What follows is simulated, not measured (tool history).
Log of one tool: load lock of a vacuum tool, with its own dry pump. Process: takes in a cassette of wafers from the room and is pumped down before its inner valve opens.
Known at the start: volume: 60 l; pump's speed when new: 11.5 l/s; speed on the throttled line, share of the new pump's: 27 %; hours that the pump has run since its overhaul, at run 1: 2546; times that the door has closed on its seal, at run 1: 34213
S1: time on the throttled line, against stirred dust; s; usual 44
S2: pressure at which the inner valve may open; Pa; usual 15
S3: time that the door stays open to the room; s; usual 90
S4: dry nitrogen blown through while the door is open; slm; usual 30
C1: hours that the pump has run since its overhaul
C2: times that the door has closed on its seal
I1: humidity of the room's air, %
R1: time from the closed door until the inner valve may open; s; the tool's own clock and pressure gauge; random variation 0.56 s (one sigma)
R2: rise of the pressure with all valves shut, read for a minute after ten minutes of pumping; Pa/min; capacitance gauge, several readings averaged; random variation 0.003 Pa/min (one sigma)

{"run": 1, "hour": 0.0, "S1": 44, "S2": 15, "S3": 90, "S4": 30, "C1": 2546, "C2": 34213, "I1": 44.8, "R1": 79.4, "R2": 0.303}
{"run": 2, "hour": 315.9, "S1": 44, "S2": 15, "S3": 90, "S4": 30, "C1": 2862, "C2": 35567, "I1": 41, "R1": 80.3, "R2": 0.326}
{"run": 3, "hour": 528.4, "S1": 44, "S2": 15, "S3": 90, "S4": 30, "C1": 3074, "C2": 36478, "I1": 42.6, "R1": 80.4, "R2": 0.343}
{"run": 4, "hour": 894.3, "S1": 44, "S2": 15, "S3": 70, "S4": 30, "C1": 3440, "C2": 38046, "I1": 44.7, "R1": 82.2, "R2": 0.355}
{"run": 5, "hour": 1206.6, "S1": 44, "S2": 15, "S3": 70, "S4": 30, "C1": 3753, "C2": 39385, "I1": 47.5, "R1": 81.7, "R2": 0.376}
{"run": 6, "hour": 1592.4, "S1": 44, "S2": 15, "S3": 70, "S4": 30, "C1": 4138, "C2": 41039, "I1": 45, "R1": 80.7, "R2": 0.405}
{"run": 7, "hour": 1864.9, "S1": 44, "S2": 15, "S3": 70, "S4": 30, "C1": 4411, "C2": 42208, "I1": 41, "R1": 81.2, "R2": 0.425}
{"run": 8, "hour": 2161.2, "S1": 44, "S2": 15, "S3": 70, "S4": 30, "C1": 4707, "C2": 43477, "I1": 41.5, "R1": 81.9, "R2": 0.446}
{"run": 9, "hour": 2526.5, "S1": 44, "S2": 15, "S3": 90, "S4": 19, "C1": 5073, "C2": 45044, "I1": 45.5, "R1": 82.2, "R2": 0.493}
{"run": 10, "hour": 2756.4, "S1": 44, "S2": 15, "S3": 90, "S4": 30, "C1": 5302, "C2": 46029, "I1": 41.9, "R1": 81.4, "R2": 0.502}
{"hour": 2795.9, "done": "door's seal changed, seat wiped"}
{"run": 11, "hour": 2984.6, "S1": 44, "S2": 15, "S3": 90, "S4": 30, "C1": 5529, "C2": 809, "I1": 47.3, "R1": 82.5, "R2": 0.033}
{"run": 12, "hour": 3282.7, "S1": 44, "S2": 15, "S3": 90, "S4": 30, "C1": 5827, "C2": 2087, "I1": 44.6, "R1": 82.7, "R2": 0.037}
{"run": 13, "hour": 3465.9, "S1": 44, "S2": 15, "S3": 90, "S4": 30, "C1": 6010, "C2": 2872, "I1": 45.1, "R1": 82.4, "R2": 0.044}
{"run": 14, "hour": 3708.7, "S1": 44, "S2": 15, "S3": 90, "S4": 30, "C1": 6253, "C2": 3913, "I1": 47.6, "R1": 82.3, "R2": 0.042}
{"run": 15, "hour": 4011.9, "S1": 44, "S2": 15, "S3": 90, "S4": 30, "C1": 6556, "C2": 5213, "I1": 46.5, "R1": 82.6, "R2": 0.054}
{"run": 16, "hour": 4270.0, "S1": 44, "S2": 15, "S3": 90, "S4": 30, "C1": 6815, "C2": 6319, "I1": 43.7, "R1": 84.3, "R2": 0.05}
{"run": 17, "hour": 4450.0, "S1": 44, "S2": 15, "S3": 90, "S4": 30, "C1": 6995, "C2": 7091, "I1": 43.5, "R1": 82.8, "R2": 0.061}
{"run": 18, "hour": 4647.5, "S1": 36, "S2": 15, "S3": 90, "S4": 30, "C1": 7192, "C2": 7938, "I1": 42.8, "R1": 78.9, "R2": 0.06}
{"run": 19, "hour": 4921.5, "S1": 36, "S2": 13, "S3": 136, "S4": 10, "C1": 7466, "C2": 9113, "I1": 48.8, "R1": 79.7, "R2": 0.128}
{"run": 20, "hour": 5300.8, "S1": 36, "S2": 13, "S3": 136, "S4": 10, "C1": 7845, "C2": 10739, "I1": 44.3, "R1": 79.7, "R2": 0.128}
{"run": 21, "hour": 5471.8, "S1": 43, "S2": 12, "S3": 136, "S4": 10, "C1": 8016, "C2": 11472, "I1": 47.1, "R1": 86, "R2": 0.135}
{"run": 22, "hour": 5795.1, "S1": 43, "S2": 24, "S3": 56, "S4": 10, "C1": 8340, "C2": 12858, "I1": 43.4, "R1": 81.4, "R2": 0.111}
{"run": 23, "hour": 6148.1, "S1": 44, "S2": 20, "S3": 90, "S4": 30, "C1": 8693, "C2": 14371, "I1": 45.5, "R1": 83.1, "R2": 0.112}
{"run": 24, "hour": 6375.9, "S1": 44, "S2": 15, "S3": 90, "S4": 25, "C1": 8920, "C2": 15348, "I1": 44, "R1": 85.5, "R2": 0.121}
{"run": 25, "hour": 6703.1, "S1": 44, "S2": 15, "S3": 90, "S4": 25, "C1": 9248, "C2": 16750, "I1": 46, "R1": 85.5, "R2": 0.13}
{"run": 26, "hour": 7015.9, "S1": 32, "S2": 23, "S3": 90, "S4": 30, "C1": 9560, "C2": 18091, "I1": 49.3, "R1": 75.8, "R2": 0.142}
{"run": 27, "hour": 7402.6, "S1": 32, "S2": 23, "S3": 90, "S4": 30, "C1": 9947, "C2": 19749, "I1": 45.4, "R1": 75.5, "R2": 0.154}
{"run": 28, "hour": 7674.8, "S1": 32, "S2": 15, "S3": 33, "S4": 30, "C1": 10219, "C2": 20916, "I1": 45.8, "R1": 79.1, "R2": 0.157}
{"run": 29, "hour": 8028.2, "S1": 32, "S2": 15, "S3": 232, "S4": 30, "C1": 10573, "C2": 22431, "I1": 46.7, "R1": 79.1, "R2": 0.219}
{"run": 30, "hour": 8301.8, "S1": 24, "S2": 15, "S3": 90, "S4": 16, "C1": 10846, "C2": 23604, "I1": 42.8, "R1": 73.6, "R2": 0.207}
{"run": 31, "hour": 8675.5, "S1": 24, "S2": 15, "S3": 90, "S4": 16, "C1": 11220, "C2": 25206, "I1": 46.2, "R1": 74.1, "R2": 0.226}
{"run": 32, "hour": 8910.5, "S1": 24, "S2": 15, "S3": 90, "S4": 16, "C1": 11455, "C2": 26213, "I1": 49.6, "R1": 75.4, "R2": 0.244}
{"run": 33, "hour": 9323.4, "S1": 50, "S2": 15, "S3": 90, "S4": 30, "C1": 11868, "C2": 27983, "I1": 46.8, "R1": 92.2, "R2": 0.253}
{"run": 34, "hour": 9609.9, "S1": 29, "S2": 15, "S3": 90, "S4": 30, "C1": 12154, "C2": 29211, "I1": 44, "R1": 79.1, "R2": 0.268}
{"run": 35, "hour": 9841.2, "S1": 57, "S2": 14, "S3": 188, "S4": 6, "C1": 12386, "C2": 30203, "I1": 44.4, "R1": 98.3, "R2": 0.361}
{"run": 36, "hour": 10221.5, "S1": 57, "S2": 14, "S3": 188, "S4": 6, "C1": 12766, "C2": 31834, "I1": 41.8, "R1": 98.4, "R2": 0.382}

Some steps in R1 between neighbouring runs. How much of each would the tool show without its hidden state too (settings, what came in, random variation), and how much is left for the hidden state, with any gauge scatter that isn't in both results?
The hidden state here: pump's speed, % of a new pump's; leak at the door's seal, Pa l/s; drift of the gauge itself on ready_s, %; drift of the gauge itself on rise_pa_min, %.
Run 32 -> 33: S1 24 -> 50, S4 16 -> 30. R1 +16.8 s: hidden state -1.6, all else +18.4.
Run 33 -> 34: S1 50 -> 29. R1 -13.1 s: hidden state +2, all else -15.1.
Run 34 -> 35: S1 29 -> 57, S2 15 -> 14, S3 90 -> 188, S4 30 -> 6. R1 +19.2 s: hidden state -1.8, all else +21.
